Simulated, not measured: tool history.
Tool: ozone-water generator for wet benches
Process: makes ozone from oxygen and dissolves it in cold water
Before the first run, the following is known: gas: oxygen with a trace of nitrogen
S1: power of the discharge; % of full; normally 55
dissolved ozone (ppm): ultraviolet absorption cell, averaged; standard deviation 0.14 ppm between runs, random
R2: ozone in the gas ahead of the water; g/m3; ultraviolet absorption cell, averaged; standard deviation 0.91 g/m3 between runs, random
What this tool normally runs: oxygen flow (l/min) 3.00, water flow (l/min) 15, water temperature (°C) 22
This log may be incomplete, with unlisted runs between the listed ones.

Run 1, hour 0.0: usual settings. Result: dissolved ozone (ppm) 14.2, R2 148.0 g/m3.
Run 2, hour 53.7: usual settings. Result: dissolved ozone (ppm) 13.9, R2 147.8 g/m3.
Run 3, hour 103.3: usual settings. Result: dissolved ozone (ppm) 13.9, R2 147.2 g/m3.
Run 4, hour 157.4: usual settings. Result: dissolved ozone (ppm) 14.1, R2 148.6 g/m3.
Run 5, hour 194.8: usual settings but oxygen flow (l/min) 2.88. Result: dissolved ozone (ppm) 14.2, R2 149.7 g/m3.
Run 6, hour 267.1: usual settings but oxygen flow (l/min) 2.88. Result: dissolved ozone (ppm) 14.0, R2 149.2 g/m3.
Run 7, hour 317.2: usual settings but oxygen flow (l/min) 3.78. Result: dissolved ozone (ppm) 14.4, R2 130.9 g/m3.
Run 8, hour 364.6: usual settings but water temperature (°C) 26. Result: dissolved ozone (ppm) 13.3, R2 146.6 g/m3.
Run 9, hour 453.8: usual settings. Result: dissolved ozone (ppm) 14.4, R2 146.8 g/m3.
Run 10, hour 507.7: usual settings. Result: dissolved ozone (ppm) 14.3, R2 145.6 g/m3.
Run 11, hour 562.3: usual settings. Result: dissolved ozone (ppm) 14.6, R2 146.2 g/m3.
Run 12, hour 621.5: usual settings. Result: dissolved ozone (ppm) 14.2, R2 145.6 g/m3.
Run 13, hour 669.3: usual settings. Result: dissolved ozone (ppm) 14.5, R2 144.7 g/m3.
Run 14, hour 747.6: usual settings. Result: dissolved ozone (ppm) 14.4, R2 146.8 g/m3.
Run 15, hour 803.5: usual settings. Result: dissolved ozone (ppm) 14.5, R2 146.4 g/m3.
Run 16, hour 840.5: usual settings. Result: dissolved ozone (ppm) 14.3, R2 144.8 g/m3.
Run 17, hour 908.0: usual settings but S1 65 % of full, oxygen flow (l/min) 3.24, water flow (l/min) 11, water temperature (°C) 18. Result: dissolved ozone (ppm) 21.2, R2 157.1 g/m3.
Run 18, hour 987.8: usual settings but S1 53 % of full, oxygen flow (l/min) 4.20, water flow (l/min) 12. Result: dissolved ozone (ppm) 16.1, R2 119.4 g/m3.
Run 19, hour 1025.4: usual settings but S1 85 % of full, oxygen flow (l/min) 4.20, water flow (l/min) 9, water temperature (°C) 24. Result: dissolved ozone (ppm) 25.5, R2 171.4 g/m3.
Run 20, hour 1093.0: usual settings but S1 85 % of full, oxygen flow (l/min) 4.20, water flow (l/min) 9, water temperature (°C) 24. Result: dissolved ozone (ppm) 25.4, R2 169.0 g/m3.
Run 21, hour 1135.4: usual settings but S1 50 % of full, oxygen flow (l/min) 2.60, water flow (l/min) 9, water temperature (°C) 19. Result: dissolved ozone (ppm) 19.5, R2 144.6 g/m3.
Run 22, hour 1197.8: usual settings but S1 50 % of full, oxygen flow (l/min) 4.81, water flow (l/min) 13, water temperature (°C) 19. Result: dissolved ozone (ppm) 15.4, R2 106.5 g/m3.
Run 23, hour 1240.3: usual settings but S1 50 % of full, oxygen flow (l/min) 4.81, water flow (l/min) 13, water temperature (°C) 19. Result: dissolved ozone (ppm) 15.5, R2 106.2 g/m3.
Run 24, hour 1314.7: usual settings but S1 50 % of full, oxygen flow (l/min) 4.81, water flow (l/min) 13, water temperature (°C) 19. Result: dissolved ozone (ppm) 15.2, R2 106.9 g/m3.
Run 25, hour 1363.1: usual settings but S1 50 % of full, oxygen flow (l/min) 2.86, water flow (l/min) 18, water temperature (°C) 19. Result: dissolved ozone (ppm) 11.8, R2 136.7 g/m3.
Run 26, hour 1447.4: usual settings but S1 89 % of full, oxygen flow (l/min) 4.04, water flow (l/min) 20, water temperature (°C) 14. Result: dissolved ozone (ppm) 18.3, R2 175.6 g/m3.
Run 27, hour 1483.0: usual settings but S1 89 % of full, oxygen flow (l/min) 4.57, water flow (l/min) 12, water temperature (°C) 14. Result: dissolved ozone (ppm) 26.2, R2 167.9 g/m3.
Run 28, hour 1523.9: usual settings but S1 77 % of full, water flow (l/min) 11. Result: dissolved ozone (ppm) 22.0, R2 184.4 g/m3.
Run 29, hour 1573.0: usual settings but S1 77 % of full, oxygen flow (l/min) 1.59, water flow (l/min) 11, water temperature (°C) 16. Result: dissolved ozone (ppm) 21.9, R2 248.7 g/m3.
Run 30, hour 1649.2: usual settings but S1 77 % of full, oxygen flow (l/min) 1.59, water flow (l/min) 11, water temperature (°C) 16. Result: dissolved ozone (ppm) 22.1, R2 248.6 g/m3.
Run 31, hour 1712.6: usual settings but S1 43 % of full, oxygen flow (l/min) 5.12, water flow (l/min) 14, water temperature (°C) 16. Result: dissolved ozone (ppm) 13.4, R2 92.8 g/m3.
Run 32, hour 1757.5: usual settings but S1 43 % of full, oxygen flow (l/min) 5.12, water flow (l/min) 14, water temperature (°C) 16. Result: dissolved ozone (ppm) 13.6, R2 91.6 g/m3.

Between the runs listed above, the log contained 1 entry, not reproduced here. Where in the sequence does each belong, and how does what the log doesn't record of the tool's condition differ from the listed run before to the listed run after?
Run 8 -> run 9: contactor cleaned (hour 396.5)
  yield of the discharge, % of new electrodes': 94.6 -> 94.4; contactor's efficiency, % of a clean one's: 92.1 -> 99.5; true water temperature over the reading, C: 0.08 -> 0.1
  measured value less the no-hidden-state value, dissolved ozone (ppm): -1.0 -> -0.8; R2: -6.8 -> -7.1 g/m3

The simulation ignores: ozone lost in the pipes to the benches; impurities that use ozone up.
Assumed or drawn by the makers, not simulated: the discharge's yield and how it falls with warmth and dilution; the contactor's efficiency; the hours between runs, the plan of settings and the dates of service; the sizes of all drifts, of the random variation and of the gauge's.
